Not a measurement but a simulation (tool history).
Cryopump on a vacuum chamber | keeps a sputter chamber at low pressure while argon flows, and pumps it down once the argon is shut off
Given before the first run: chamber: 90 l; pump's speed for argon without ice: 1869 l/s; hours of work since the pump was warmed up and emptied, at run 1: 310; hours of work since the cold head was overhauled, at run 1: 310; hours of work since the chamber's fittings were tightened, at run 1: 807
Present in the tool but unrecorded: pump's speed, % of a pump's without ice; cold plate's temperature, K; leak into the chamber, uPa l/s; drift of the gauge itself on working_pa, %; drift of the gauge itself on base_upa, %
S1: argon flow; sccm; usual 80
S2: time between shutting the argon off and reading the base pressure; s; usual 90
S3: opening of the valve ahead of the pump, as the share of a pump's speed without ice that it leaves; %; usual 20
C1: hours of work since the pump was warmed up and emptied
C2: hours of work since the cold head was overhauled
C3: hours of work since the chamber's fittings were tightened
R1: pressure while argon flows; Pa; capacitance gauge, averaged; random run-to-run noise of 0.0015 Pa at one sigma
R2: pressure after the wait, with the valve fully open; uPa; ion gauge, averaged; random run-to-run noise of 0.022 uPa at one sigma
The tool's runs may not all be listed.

run 1 hour=0.0 | S1=80 S2=90 S3=20 | C1=310 C2=310 C3=807 | R1=0.3694 R2=1.54
run 2 hour=26.1 | S1=80 S2=90 S3=20 | C1=328 C2=328 C3=825 | R1=0.3703 R2=1.55
run 3 hour=80.2 | S1=80 S2=90 S3=20 | C1=365 C2=365 C3=863 | R1=0.3718 R2=1.54
run 4 hour=111.1 | S1=80 S2=90 S3=20 | C1=387 C2=387 C3=884 | R1=0.3709 R2=1.62
run 5 hour=159.3 | S1=37 S2=90 S3=20 | C1=421 C2=421 C3=918 | R1=0.1733 R2=1.66
run 6 hour=213.4 | S1=37 S2=90 S3=20 | C1=458 C2=458 C3=956 | R1=0.1759 R2=1.78
run 7 hour=260.9 | S1=37 S2=90 S3=20 | C1=491 C2=491 C3=989 | R1=0.1735 R2=1.72
run 8 hour=317.5 | S1=80 S2=241 S3=20 | C1=531 C2=531 C3=1028 | R1=0.3783 R2=1.46
run 9 hour=364.5 | S1=80 S2=90 S3=20 | C1=563 C2=563 C3=1061 | R1=0.3782 R2=1.84
run 10 hour=414.4 | S1=80 S2=90 S3=20 | C1=598 C2=598 C3=1096 | R1=0.3791 R2=1.89
run 11 hour=456.7 | S1=42 S2=100 S3=40 | C1=627 C2=627 C3=1125 | R1=0.1060 R2=1.89
run 12 hour=498.1 | S1=42 S2=100 S3=40 | C1=656 C2=656 C3=1154 | R1=0.1066 R2=1.93
run 13 hour=555.2 | S1=96 S2=144 S3=42 | C1=696 C2=696 C3=1193 | R1=0.2324 R2=1.88
-- hour=583.3 pump warmed up, emptied and cooled again
run 14 hour=607.7 | S1=96 S2=144 S3=42 | C1=17 C2=729 C3=1227 | R1=0.2078 R2=1.56
run 15 hour=665.7 | S1=96 S2=144 S3=42 | C1=57 C2=769 C3=1267 | R1=0.2073 R2=1.58
run 16 hour=713.4 | S1=76 S2=144 S3=42 | C1=91 C2=803 C3=1300 | R1=0.1660 R2=1.61
run 17 hour=750.2 | S1=76 S2=277 S3=59 | C1=116 C2=828 C3=1326 | R1=0.1200 R2=1.48
-- hour=761.2 leaking fittings of the chamber tightened, without venting
run 18 hour=790.8 | S1=111 S2=32 S3=23 | C1=143 C2=855 C3=21 | R1=0.4406 R2=1.64
run 19 hour=832.0 | S1=80 S2=90 S3=40 | C1=172 C2=884 C3=49 | R1=0.1874 R2=0.75
run 20 hour=873.1 | S1=37 S2=90 S3=21 | C1=200 C2=912 C3=78 | R1=0.1625 R2=0.76

Forecast each of these 3 alternatives for the next run:
run A hour=929.8 | S1=126 S2=90 S3=23 | C1=240 C2=952 C3=117 | R1=? R2=?
run B hour=929.8 | S1=94 S2=99 S3=21 | C1=240 C2=952 C3=117 | R1=? R2=?
run C hour=929.8 | S1=37 S2=90 S3=28 | C1=240 C2=952 C3=117 | R1=? R2=?

run=A R1=0.5058 R2=0.82
run=B R1=0.4141 R2=0.77
run=C R1=0.1233 R2=0.78
The same runs, with their run-to-run variation unchanged, on a tool lacking any hidden condition would have given:
run=A R1=0.4952 R2=0.69
run=B R1=0.4062 R2=0.64
run=C R1=0.1202 R2=0.66
